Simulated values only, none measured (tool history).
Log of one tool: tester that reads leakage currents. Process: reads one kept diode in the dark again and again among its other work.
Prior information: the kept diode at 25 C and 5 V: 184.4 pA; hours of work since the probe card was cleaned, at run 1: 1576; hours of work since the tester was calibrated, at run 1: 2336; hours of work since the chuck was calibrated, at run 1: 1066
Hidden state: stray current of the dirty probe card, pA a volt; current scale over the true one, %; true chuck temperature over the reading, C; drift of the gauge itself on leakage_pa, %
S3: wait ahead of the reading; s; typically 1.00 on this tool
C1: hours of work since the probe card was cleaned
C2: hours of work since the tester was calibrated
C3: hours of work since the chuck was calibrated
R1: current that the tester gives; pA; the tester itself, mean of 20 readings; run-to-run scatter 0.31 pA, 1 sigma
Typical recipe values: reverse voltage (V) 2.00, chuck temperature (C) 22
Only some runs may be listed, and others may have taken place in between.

run 1 hour=0.0 | reverse_voltage_(V)=2.00 chuck_temperature_(C)=22 S3=1.00 | C1=1576 C2=2336 C3=1066 | R1=107.55
run 2 hour=26.3 | reverse_voltage_(V)=2.00 chuck_temperature_(C)=22 S3=1.00 | C1=1594 C2=2354 C3=1084 | R1=108.48
run 3 hour=65.6 | reverse_voltage_(V)=2.00 chuck_temperature_(C)=22 S3=1.00 | C1=1621 C2=2381 C3=1111 | R1=108.74
run 4 hour=116.8 | reverse_voltage_(V)=2.00 chuck_temperature_(C)=22 S3=2.64 | C1=1656 C2=2416 C3=1146 | R1=107.47
run 5 hour=171.2 | reverse_voltage_(V)=2.00 chuck_temperature_(C)=22 S3=1.00 | C1=1694 C2=2454 C3=1184 | R1=108.89
run 6 hour=201.8 | reverse_voltage_(V)=2.00 chuck_temperature_(C)=22 S3=1.00 | C1=1715 C2=2475 C3=1205 | R1=108.96
run 7 hour=232.9 | reverse_voltage_(V)=2.00 chuck_temperature_(C)=22 S3=1.00 | C1=1736 C2=2496 C3=1226 | R1=108.68
run 8 hour=271.4 | reverse_voltage_(V)=2.00 chuck_temperature_(C)=22 S3=1.00 | C1=1763 C2=2523 C3=1253 | R1=108.65
run 9 hour=303.8 | reverse_voltage_(V)=2.00 chuck_temperature_(C)=22 S3=1.00 | C1=1785 C2=2545 C3=1275 | R1=109.49
run 10 hour=338.0 | reverse_voltage_(V)=2.00 chuck_temperature_(C)=22 S3=1.00 | C1=1809 C2=2568 C3=1299 | R1=109.43
run 11 hour=383.4 | reverse_voltage_(V)=2.00 chuck_temperature_(C)=22 S3=1.00 | C1=1840 C2=2600 C3=1330 | R1=109.62
run 12 hour=434.4 | reverse_voltage_(V)=2.00 chuck_temperature_(C)=22 S3=1.00 | C1=1875 C2=2635 C3=1365 | R1=109.35
run 13 hour=465.9 | reverse_voltage_(V)=2.00 chuck_temperature_(C)=22 S3=1.00 | C1=1897 C2=2657 C3=1387 | R1=109.65
run 14 hour=514.4 | reverse_voltage_(V)=2.00 chuck_temperature_(C)=22 S3=1.00 | C1=1930 C2=2690 C3=1420 | R1=109.85
-- hour=546.3 tester calibrated
run 15 hour=563.1 | reverse_voltage_(V)=2.00 chuck_temperature_(C)=22 S3=1.00 | C1=1962 C2=12 C3=1453 | R1=107.17
run 16 hour=609.2 | reverse_voltage_(V)=2.00 chuck_temperature_(C)=22 S3=1.00 | C1=1994 C2=43 C3=1484 | R1=107.44
run 17 hour=658.3 | reverse_voltage_(V)=2.00 chuck_temperature_(C)=22 S3=1.00 | C1=2028 C2=77 C3=1518 | R1=107.31
run 18 hour=687.4 | reverse_voltage_(V)=2.00 chuck_temperature_(C)=22 S3=1.00 | C1=2048 C2=97 C3=1538 | R1=108.04
run 19 hour=731.8 | reverse_voltage_(V)=2.00 chuck_temperature_(C)=22 S3=1.00 | C1=2079 C2=128 C3=1569 | R1=108.35
run 20 hour=788.7 | reverse_voltage_(V)=2.00 chuck_temperature_(C)=22 S3=1.00 | C1=2118 C2=167 C3=1608 | R1=108.36
run 21 hour=835.6 | reverse_voltage_(V)=2.00 chuck_temperature_(C)=22 S3=1.00 | C1=2150 C2=199 C3=1640 | R1=108.56
run 22 hour=880.9 | reverse_voltage_(V)=2.61 chuck_temperature_(C)=25 S3=1.00 | C1=2181 C2=231 C3=1672 | R1=151.18
run 23 hour=905.6 | reverse_voltage_(V)=2.61 chuck_temperature_(C)=42 S3=1.00 | C1=2198 C2=248 C3=1689 | R1=498.80
run 24 hour=929.9 | reverse_voltage_(V)=1.71 chuck_temperature_(C)=22 S3=1.00 | C1=2215 C2=264 C3=1705 | R1=101.52
run 25 hour=971.9 | reverse_voltage_(V)=1.71 chuck_temperature_(C)=22 S3=1.00 | C1=2244 C2=293 C3=1734 | R1=101.67
run 26 hour=1005.3 | reverse_voltage_(V)=1.71 chuck_temperature_(C)=22 S3=1.00 | C1=2267 C2=316 C3=1757 | R1=101.27
run 27 hour=1038.3 | reverse_voltage_(V)=2.79 chuck_temperature_(C)=22 S3=1.00 | C1=2290 C2=339 C3=1780 | R1=126.00
run 28 hour=1065.5 | reverse_voltage_(V)=1.38 chuck_temperature_(C)=47 S3=0.55 | C1=2309 C2=358 C3=1799 | R1=531.31
run 29 hour=1111.3 | reverse_voltage_(V)=2.00 chuck_temperature_(C)=44 S3=1.27 | C1=2340 C2=389 C3=1830 | R1=509.23
run 30 hour=1169.9 | reverse_voltage_(V)=2.00 chuck_temperature_(C)=44 S3=1.27 | C1=2380 C2=430 C3=1871 | R1=510.75
run 31 hour=1208.9 | reverse_voltage_(V)=2.00 chuck_temperature_(C)=38 S3=2.21 | C1=2407 C2=457 C3=1898 | R1=343.23
run 32 hour=1259.0 | reverse_voltage_(V)=2.00 chuck_temperature_(C)=38 S3=2.21 | C1=2442 C2=491 C3=1932 | R1=343.11
run 33 hour=1303.1 | reverse_voltage_(V)=10.23 chuck_temperature_(C)=38 S3=2.77 | C1=2472 C2=521 C3=1962 | R1=686.47
-- hour=1319.9 chuck's temperature calibrated
run 34 hour=1345.3 | reverse_voltage_(V)=10.23 chuck_temperature_(C)=38 S3=2.77 | C1=2500 C2=549 C3=17 | R1=657.69
run 35 hour=1371.1 | reverse_voltage_(V)=10.23 chuck_temperature_(C)=38 S3=2.77 | C1=2518 C2=567 C3=35 | R1=659.73
run 36 hour=1426.1 | reverse_voltage_(V)=1.48 chuck_temperature_(C)=26 S3=4.96 | C1=2556 C2=605 C3=73 | R1=123.61
run 37 hour=1455.0 | reverse_voltage_(V)=2.86 chuck_temperature_(C)=37 S3=2.52 | C1=2576 C2=625 C3=93 | R1=359.13
run 38 hour=1483.0 | reverse_voltage_(V)=2.86 chuck_temperature_(C)=37 S3=2.52 | C1=2595 C2=644 C3=112 | R1=358.94
run 39 hour=1507.5 | reverse_voltage_(V)=2.00 chuck_temperature_(C)=23 S3=5.80 | C1=2612 C2=661 C3=129 | R1=113.23
run 40 hour=1555.7 | reverse_voltage_(V)=2.00 chuck_temperature_(C)=23 S3=5.80 | C1=2645 C2=694 C3=162 | R1=113.34

3 options for the next run, each taken on its own from the tool as it stands now. Forecast them:
run A hour=1588.0 | reverse_voltage_(V)=2.00 chuck_temperature_(C)=27 S3=9.25 | C1=2667 C2=716 C3=185 | R1=?
run B hour=1588.0 | reverse_voltage_(V)=2.00 chuck_temperature_(C)=30 S3=4.08 | C1=2667 C2=716 C3=185 | R1=?
run C hour=1588.0 | reverse_voltage_(V)=4.98 chuck_temperature_(C)=31 S3=4.59 | C1=2667 C2=716 C3=185 | R1=?

run=A R1=152.77
run=B R1=187.96
run=C R1=301.60
Stripped of hidden state, with their random variation kept, the same runs would have yielded:
run=A R1=146.87
run=B R1=181.63
run=C R1=288.04
